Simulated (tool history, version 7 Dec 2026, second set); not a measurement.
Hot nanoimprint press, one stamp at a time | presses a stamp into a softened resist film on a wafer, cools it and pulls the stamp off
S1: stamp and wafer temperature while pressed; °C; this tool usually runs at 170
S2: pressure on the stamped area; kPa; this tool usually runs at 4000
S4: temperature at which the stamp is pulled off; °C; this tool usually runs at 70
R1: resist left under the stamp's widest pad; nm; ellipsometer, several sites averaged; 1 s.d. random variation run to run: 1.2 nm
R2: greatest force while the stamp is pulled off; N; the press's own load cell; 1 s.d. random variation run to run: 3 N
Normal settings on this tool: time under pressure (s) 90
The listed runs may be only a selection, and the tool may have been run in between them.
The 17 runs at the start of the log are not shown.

run 18 hour=248.5 | S1=179 S2=4000 time_under_pressure_(s)=90 S4=70 | R1=131.8 R2=169
run 19 hour=266.2 | S1=179 S2=4000 time_under_pressure_(s)=90 S4=70 | R1=131.6 R2=163
run 20 hour=283.2 | S1=179 S2=4000 time_under_pressure_(s)=90 S4=70 | R1=130.8 R2=164
run 21 hour=300.4 | S1=179 S2=4000 time_under_pressure_(s)=90 S4=70 | R1=132.7 R2=173
run 22 hour=309.6 | S1=179 S2=4660 time_under_pressure_(s)=90 S4=57 | R1=122.7 R2=230
run 23 hour=322.4 | S1=179 S2=4660 time_under_pressure_(s)=90 S4=57 | R1=122.9 R2=225
run 24 hour=332.8 | S1=166 S2=3600 time_under_pressure_(s)=90 S4=66 | R1=218.9 R2=182
run 25 hour=341.6 | S1=166 S2=3600 time_under_pressure_(s)=90 S4=66 | R1=221.6 R2=194
run 26 hour=358.3 | S1=170 S2=4000 time_under_pressure_(s)=90 S4=66 | R1=182.5 R2=194
run 27 hour=366.9 | S1=179 S2=4470 time_under_pressure_(s)=90 S4=69 | R1=124.4 R2=178
run 28 hour=381.2 | S1=169 S2=4000 time_under_pressure_(s)=87 S4=77 | R1=190.9 R2=149
run 29 hour=396.4 | S1=167 S2=5700 time_under_pressure_(s)=173 S4=74 | R1=131.6 R2=162
run 30 hour=412.6 | S1=165 S2=5700 time_under_pressure_(s)=173 S4=74 | R1=143.5 R2=165

Alternative continuations, all from the tool just after run 30; predict every row:
-- hour=425.1 stamp cleaned and given a new release coat
run A hour=436.1 | S1=174 S2=3690 time_under_pressure_(s)=173 S4=63 | R1=? R2=?
-- hour=425.1 stamp cleaned and given a new release coat
run B hour=436.1 | S1=176 S2=2690 time_under_pressure_(s)=173 S4=74 | R1=? R2=?
-- hour=425.1 stamp cleaned and given a new release coat
run C hour=436.1 | S1=170 S2=3540 time_under_pressure_(s)=122 S4=70 | R1=? R2=?

run=A R1=123.3 R2=194
run=B R1=130.7 R2=146
run=C R1=168.3 R2=158
With the hidden condition removed and each run's random variation left untouched, the same runs would have given:
run=A R1=118.3 R2=190
run=B R1=126.2 R2=142
run=C R1=161.8 R2=154
